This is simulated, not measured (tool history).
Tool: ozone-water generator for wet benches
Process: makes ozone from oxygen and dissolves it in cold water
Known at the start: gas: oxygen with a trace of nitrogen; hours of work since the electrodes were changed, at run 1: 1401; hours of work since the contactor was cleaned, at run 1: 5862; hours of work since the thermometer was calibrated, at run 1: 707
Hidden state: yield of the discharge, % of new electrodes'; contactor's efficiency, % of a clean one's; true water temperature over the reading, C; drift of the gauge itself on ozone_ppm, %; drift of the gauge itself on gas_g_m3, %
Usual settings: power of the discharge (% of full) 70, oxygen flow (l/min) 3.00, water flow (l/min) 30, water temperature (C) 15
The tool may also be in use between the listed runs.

run	hour	power of the discharge (% of full)	oxygen flow (l/min)	water flow (l/min)	water temperature (C)	hours of work since the electrodes were changed	hours of work since the contactor was cleaned	hours of work since the thermometer was calibrated	dissolved ozone (ppm)	ozone in the gas ahead of the water (g/m3)
1	0.0	70	3.00	30	15	1401	5862	707	14.4	244.2
2	42.2	70	3.00	30	11	1433	5894	739	14.5	244.4
3	92.7	70	3.00	30	11	1471	5932	777	14.5	245.2
4	134.7	70	3.00	48	11	1503	5963	809	8.8	245.6
5	162.2	70	3.00	48	11	1523	5984	830	8.7	245.2
6	200.0	70	3.00	48	11	1552	6013	858	8.7	244.9
7	221.9	70	3.00	30	15	1568	6029	875	14.1	244.8
8	256.7	70	3.00	19	15	1595	6055	901	21.4	244.5
9	278.4	70	3.00	30	13	1611	6072	917	14.1	244.6
10	319.1	49	3.00	30	15	1641	6102	948	10.9	188.0
11	356.5	51	3.00	30	15	1670	6130	976	10.9	193.3
# hour 361.9: water thermometer calibrated
12	382.5	51	3.00	30	15	1689	6150	16	11.0	194.3
13	430.7	70	1.87	18	15	1725	6186	52	19.9	308.6

Forecast run 14:
14	462.8	70	1.87	18	15	1749	6210	76	?	?

dissolved ozone (ppm): 19.9
ozone in the gas ahead of the water (g/m3): 306.9
Without the tool's hidden state the same run would have given dissolved ozone (ppm) 21.2, ozone in the gas ahead of the water (g/m3) 319.2.
